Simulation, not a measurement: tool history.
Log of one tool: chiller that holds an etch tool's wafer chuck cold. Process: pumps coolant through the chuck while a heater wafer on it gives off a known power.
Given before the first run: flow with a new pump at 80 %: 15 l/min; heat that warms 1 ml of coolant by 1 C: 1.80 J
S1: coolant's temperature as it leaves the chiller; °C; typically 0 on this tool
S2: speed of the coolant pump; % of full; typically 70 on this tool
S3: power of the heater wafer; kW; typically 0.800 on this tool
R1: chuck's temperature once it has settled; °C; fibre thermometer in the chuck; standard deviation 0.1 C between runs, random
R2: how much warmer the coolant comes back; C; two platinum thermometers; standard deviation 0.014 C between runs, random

Run 1, hour 0.0: usual settings. Result: R1 9.6 °C, R2 2.08 C.
Run 2, hour 73.5: usual settings but S1 2 °C. Result: R1 11.5 °C, R2 2.08 C.
Run 3, hour 164.4: usual settings but S2 93 % of full. Result: R1 7.3 °C, R2 1.53 C.
Run 4, hour 261.3: usual settings but S2 93 % of full. Result: R1 7.4 °C, R2 1.56 C.
Run 5, hour 332.4: usual settings but S2 93 % of full. Result: R1 7.2 °C, R2 1.56 C.
Run 6, hour 430.8: usual settings but S2 93 % of full. Result: R1 7.4 °C, R2 1.55 C.
Run 7, hour 505.9: usual settings but S2 80 % of full. Result: R1 8.5 °C, R2 1.86 C.
Run 8, hour 606.1: usual settings but S2 80 % of full. Result: R1 8.5 °C, R2 1.89 C.
Run 9, hour 660.6: usual settings but S1 5 °C. Result: R1 14.7 °C, R2 2.19 C.
Run 10, hour 755.5: usual settings but S1 5 °C. Result: R1 14.6 °C, R2 2.21 C.
Run 11, hour 820.1: usual settings. Result: R1 9.6 °C, R2 2.20 C.
Run 12, hour 911.9: usual settings but S2 97 % of full. Result: R1 6.8 °C, R2 1.59 C.
Run 13, hour 1009.1: usual settings but S2 97 % of full. Result: R1 7.2 °C, R2 1.57 C.
Run 14, hour 1106.1: usual settings but S2 97 % of full. Result: R1 6.9 °C, R2 1.62 C.
Run 15, hour 1181.0: usual settings but S2 73 % of full. Result: R1 9.3 °C, R2 2.19 C.
Run 16, hour 1269.7: usual settings but S3 0.995 kW. Result: R1 11.9 °C, R2 2.81 C.
Run 17, hour 1373.0: usual settings but S1 -7 °C, S2 88 % of full, S3 0.752 kW. Result: R1 0.2 °C, R2 1.75 C.
Run 18, hour 1427.5: usual settings but S1 -7 °C, S2 88 % of full, S3 0.752 kW. Result: R1 0.5 °C, R2 1.75 C.
Run 19, hour 1533.7: usual settings but S1 -7 °C, S2 88 % of full, S3 0.752 kW. Result: R1 0.2 °C, R2 1.76 C.
Run 20, hour 1656.5: usual settings but S2 67 % of full, S3 0.932 kW. Result: R1 11.7 °C, R2 2.80 C.
Run 21, hour 1776.6: usual settings but S1 -10 °C, S2 67 % of full, S3 0.935 kW. Result: R1 1.8 °C, R2 2.83 C.
Run 22, hour 1835.5: usual settings but S1 -10 °C, S2 67 % of full, S3 0.935 kW. Result: R1 1.8 °C, R2 2.85 C.
At hour 1876.6: gauge calibrated.
Run 23, hour 1934.0: usual settings but S1 -10 °C, S2 67 % of full, S3 0.935 kW. Result: R1 1.6 °C, R2 2.57 C.
Run 24, hour 2007.5: usual settings but S1 -10 °C, S2 67 % of full, S3 0.935 kW. Result: R1 1.6 °C, R2 2.58 C.
Run 25, hour 2132.8: usual settings but S2 71 % of full, S3 0.530 kW. Result: R1 6.5 °C, R2 1.40 C.
Run 26, hour 2194.7: usual settings but S1 -8 °C, S2 84 % of full, S3 0.530 kW. Result: R1 -2.7 °C, R2 1.16 C.
Run 27, hour 2270.3: usual settings but S3 0.748 kW. Result: R1 9.0 °C, R2 1.98 C.
Run 28, hour 2350.6: usual settings but S2 77 % of full, S3 0.924 kW. Result: R1 10.1 °C, R2 2.24 C.
Run 29, hour 2438.2: usual settings but S3 0.649 kW. Result: R1 7.8 °C, R2 1.77 C.
Run 30, hour 2527.1: usual settings but S3 0.649 kW. Result: R1 7.9 °C, R2 1.77 C.
Run 31, hour 2639.8: usual settings but S1 10 °C, S2 86 % of full, S3 0.528 kW. Result: R1 15.3 °C, R2 1.20 C.

Some steps in R2, run to run, broken into two amounts with sign: the step expected even without the hidden condition (settings, incoming material, random variation), and the rest, left for the hidden condition together with whatever gauge scatter is not in both the measured and the hidden-condition-free result:
The hidden state here: heat passed by the chuck's channels, % of clean ones'; flow at a given pump speed, % of a new pump's; coolant's true temperature over the reading, C; drift of the gauge itself on chuck_c, C; drift of the gauge itself on warmer_back_c, C.
Run 16 -> 17: S1 0 -> -7, S2 70 -> 88, S3 0.995 -> 0.752. R2 -1.06 C: hidden state +0.02, all else -1.08.
Run 19 -> 20: S1 -7 -> 0, S2 88 -> 67, S3 0.752 -> 0.932. R2 +1.04 C: hidden state +0.03, all else +1.01.
Run 22 -> 23: gauge calibrated. R2 -0.28 C: hidden state -0.29, all else +0.01.
Run 24 -> 25: S1 -10 -> 0, S2 67 -> 71, S3 0.935 -> 0.530. R2 -1.18 C: hidden state +0.01, all else -1.19.
Run 30 -> 31: S1 0 -> 10, S2 70 -> 86, S3 0.649 -> 0.528. R2 -0.57 C: hidden state +0.03, all else -0.60.
